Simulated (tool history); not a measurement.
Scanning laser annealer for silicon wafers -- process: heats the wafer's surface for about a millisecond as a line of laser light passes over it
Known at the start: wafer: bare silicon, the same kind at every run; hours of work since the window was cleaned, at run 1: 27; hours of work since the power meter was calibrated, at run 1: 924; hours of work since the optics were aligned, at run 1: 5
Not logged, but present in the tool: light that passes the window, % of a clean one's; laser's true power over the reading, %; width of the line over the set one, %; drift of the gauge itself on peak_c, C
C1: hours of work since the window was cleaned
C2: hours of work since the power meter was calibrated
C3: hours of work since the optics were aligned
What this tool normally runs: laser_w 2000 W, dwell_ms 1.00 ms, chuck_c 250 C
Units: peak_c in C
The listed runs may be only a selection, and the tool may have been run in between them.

{"run": 1, "day": 0.0, "laser_w": 2000, "dwell_ms": 1.0, "chuck_c": 250, "C1": 27, "C2": 924, "C3": 5, "peak_c": 990}
{"run": 2, "day": 1.508, "laser_w": 2000, "dwell_ms": 0.96, "chuck_c": 250, "C1": 42, "C2": 940, "C3": 21, "peak_c": 968}
{"run": 3, "day": 2.908, "laser_w": 2000, "dwell_ms": 0.96, "chuck_c": 250, "C1": 57, "C2": 954, "C3": 35, "peak_c": 967}
{"run": 4, "day": 4.171, "laser_w": 2000, "dwell_ms": 0.96, "chuck_c": 250, "C1": 70, "C2": 967, "C3": 48, "peak_c": 969}
{"run": 5, "day": 5.758, "laser_w": 2000, "dwell_ms": 1.0, "chuck_c": 250, "C1": 86, "C2": 983, "C3": 65, "peak_c": 980}
{"run": 6, "day": 7.529, "laser_w": 2000, "dwell_ms": 1.0, "chuck_c": 250, "C1": 104, "C2": 1002, "C3": 83, "peak_c": 979}
{"run": 7, "day": 9.162, "laser_w": 1779, "dwell_ms": 1.0, "chuck_c": 250, "C1": 121, "C2": 1019, "C3": 100, "peak_c": 898}
{"run": 8, "day": 10.996, "laser_w": 2000, "dwell_ms": 1.0, "chuck_c": 244, "C1": 140, "C2": 1037, "C3": 119, "peak_c": 971}
{"run": 9, "day": 12.704, "laser_w": 2000, "dwell_ms": 1.0, "chuck_c": 244, "C1": 158, "C2": 1055, "C3": 136, "peak_c": 967}
{"run": 10, "day": 14.417, "laser_w": 1873, "dwell_ms": 1.0, "chuck_c": 250, "C1": 175, "C2": 1073, "C3": 154, "peak_c": 930}
{"run": 11, "day": 15.862, "laser_w": 2000, "dwell_ms": 1.0, "chuck_c": 272, "C1": 190, "C2": 1088, "C3": 169, "peak_c": 992}
{"run": 12, "day": 17.625, "laser_w": 2000, "dwell_ms": 1.0, "chuck_c": 250, "C1": 208, "C2": 1106, "C3": 187, "peak_c": 966}
{"run": 13, "day": 19.158, "laser_w": 2000, "dwell_ms": 1.0, "chuck_c": 250, "C1": 224, "C2": 1122, "C3": 203, "peak_c": 964}
{"run": 14, "day": 20.704, "laser_w": 2000, "dwell_ms": 1.0, "chuck_c": 250, "C1": 240, "C2": 1138, "C3": 219, "peak_c": 966}
{"run": 15, "day": 21.625, "laser_w": 2000, "dwell_ms": 1.0, "chuck_c": 250, "C1": 250, "C2": 1147, "C3": 228, "peak_c": 965}
{"run": 16, "day": 23.508, "laser_w": 2000, "dwell_ms": 1.0, "chuck_c": 250, "C1": 269, "C2": 1166, "C3": 248, "peak_c": 961}
{"run": 17, "day": 25.579, "laser_w": 2000, "dwell_ms": 1.0, "chuck_c": 250, "C1": 290, "C2": 1188, "C3": 269, "peak_c": 956}
{"run": 18, "day": 26.888, "laser_w": 1739, "dwell_ms": 1.0, "chuck_c": 250, "C1": 304, "C2": 1201, "C3": 282, "peak_c": 867}
{"run": 19, "day": 29.125, "laser_w": 2000, "dwell_ms": 1.0, "chuck_c": 250, "C1": 327, "C2": 1224, "C3": 306, "peak_c": 957}
{"run": 20, "day": 31.258, "laser_w": 2000, "dwell_ms": 1.0, "chuck_c": 250, "C1": 349, "C2": 1246, "C3": 328, "peak_c": 951}
{"day": 31.588, "done": "window over the wafer cleaned"}
{"run": 21, "day": 33.562, "laser_w": 1853, "dwell_ms": 0.99, "chuck_c": 256, "C1": 20, "C2": 1269, "C3": 350, "peak_c": 936}
{"run": 22, "day": 35.179, "laser_w": 2069, "dwell_ms": 1.03, "chuck_c": 256, "C1": 37, "C2": 1286, "C3": 367, "peak_c": 1030}
{"run": 23, "day": 36.488, "laser_w": 1831, "dwell_ms": 1.03, "chuck_c": 215, "C1": 50, "C2": 1299, "C3": 381, "peak_c": 900}
{"run": 24, "day": 37.496, "laser_w": 1702, "dwell_ms": 1.03, "chuck_c": 253, "C1": 61, "C2": 1310, "C3": 391, "peak_c": 885}
{"run": 25, "day": 39.712, "laser_w": 1702, "dwell_ms": 1.03, "chuck_c": 248, "C1": 84, "C2": 1333, "C3": 414, "peak_c": 886}
{"run": 26, "day": 40.8, "laser_w": 2001, "dwell_ms": 0.81, "chuck_c": 250, "C1": 95, "C2": 1344, "C3": 425, "peak_c": 892}
{"run": 27, "day": 42.75, "laser_w": 2037, "dwell_ms": 1.0, "chuck_c": 253, "C1": 115, "C2": 1364, "C3": 445, "peak_c": 993}
{"run": 28, "day": 43.854, "laser_w": 2037, "dwell_ms": 1.11, "chuck_c": 226, "C1": 126, "C2": 1375, "C3": 457, "peak_c": 1011}
{"run": 29, "day": 45.588, "laser_w": 2133, "dwell_ms": 1.12, "chuck_c": 213, "C1": 144, "C2": 1393, "C3": 474, "peak_c": 1033}
{"run": 30, "day": 47.079, "laser_w": 2114, "dwell_ms": 0.77, "chuck_c": 220, "C1": 160, "C2": 1409, "C3": 490, "peak_c": 873}
{"run": 31, "day": 48.408, "laser_w": 2114, "dwell_ms": 1.23, "chuck_c": 244, "C1": 173, "C2": 1422, "C3": 503, "peak_c": 1107}
{"run": 32, "day": 50.0, "laser_w": 1874, "dwell_ms": 0.72, "chuck_c": 244, "C1": 190, "C2": 1439, "C3": 520, "peak_c": 798}
{"run": 33, "day": 51.4, "laser_w": 2000, "dwell_ms": 0.9, "chuck_c": 241, "C1": 204, "C2": 1453, "C3": 534, "peak_c": 911}
{"run": 34, "day": 53.454, "laser_w": 1878, "dwell_ms": 0.9, "chuck_c": 281, "C1": 225, "C2": 1474, "C3": 555, "peak_c": 915}
{"run": 35, "day": 55.517, "laser_w": 2000, "dwell_ms": 1.0, "chuck_c": 216, "C1": 247, "C2": 1495, "C3": 577, "peak_c": 927}
{"run": 36, "day": 57.696, "laser_w": 1929, "dwell_ms": 1.0, "chuck_c": 257, "C1": 269, "C2": 1518, "C3": 599, "peak_c": 941}
{"run": 37, "day": 59.217, "laser_w": 2000, "dwell_ms": 0.74, "chuck_c": 277, "C1": 285, "C2": 1534, "C3": 615, "peak_c": 870}
{"run": 38, "day": 60.8, "laser_w": 1914, "dwell_ms": 0.84, "chuck_c": 230, "C1": 301, "C2": 1550, "C3": 631, "peak_c": 839}
{"run": 39, "day": 62.012, "laser_w": 1746, "dwell_ms": 0.95, "chuck_c": 230, "C1": 314, "C2": 1562, "C3": 644, "peak_c": 829}
{"run": 40, "day": 63.796, "laser_w": 1778, "dwell_ms": 0.95, "chuck_c": 232, "C1": 332, "C2": 1581, "C3": 662, "peak_c": 837}

Predict each of these 5 candidate next runs independently; none follows another, all start after run 40:
{"day": 65.721, "done": "window over the wafer cleaned"}
{"run": "A", "day": 66.117, "laser_w": 2033, "dwell_ms": 1.19, "chuck_c": 237, "C1": 4, "C2": 1604, "C3": 685, "peak_c": "?"}
{"day": 65.721, "done": "window over the wafer cleaned"}
{"run": "B", "day": 66.117, "laser_w": 1900, "dwell_ms": 1.0, "chuck_c": 261, "C1": 4, "C2": 1604, "C3": 685, "peak_c": "?"}
{"day": 65.721, "done": "window over the wafer cleaned"}
{"run": "C", "day": 66.117, "laser_w": 2000, "dwell_ms": 1.0, "chuck_c": 249, "C1": 4, "C2": 1604, "C3": 685, "peak_c": "?"}
{"day": 65.721, "done": "window over the wafer cleaned"}
{"run": "D", "day": 66.117, "laser_w": 2128, "dwell_ms": 1.09, "chuck_c": 273, "C1": 4, "C2": 1604, "C3": 685, "peak_c": "?"}
{"day": 65.721, "done": "window over the wafer cleaned"}
{"run": "E", "day": 66.117, "laser_w": 1798, "dwell_ms": 0.95, "chuck_c": 278, "C1": 4, "C2": 1604, "C3": 685, "peak_c": "?"}

run=A peak_c=1069
run=B peak_c=962
run=C peak_c=985
run=D peak_c=1097
run=E peak_c=922
What these runs would have given with no unlogged condition in the tool:
run=A peak_c=1079
run=B peak_c=971
run=C peak_c=994
run=D peak_c=1107
run=E peak_c=929
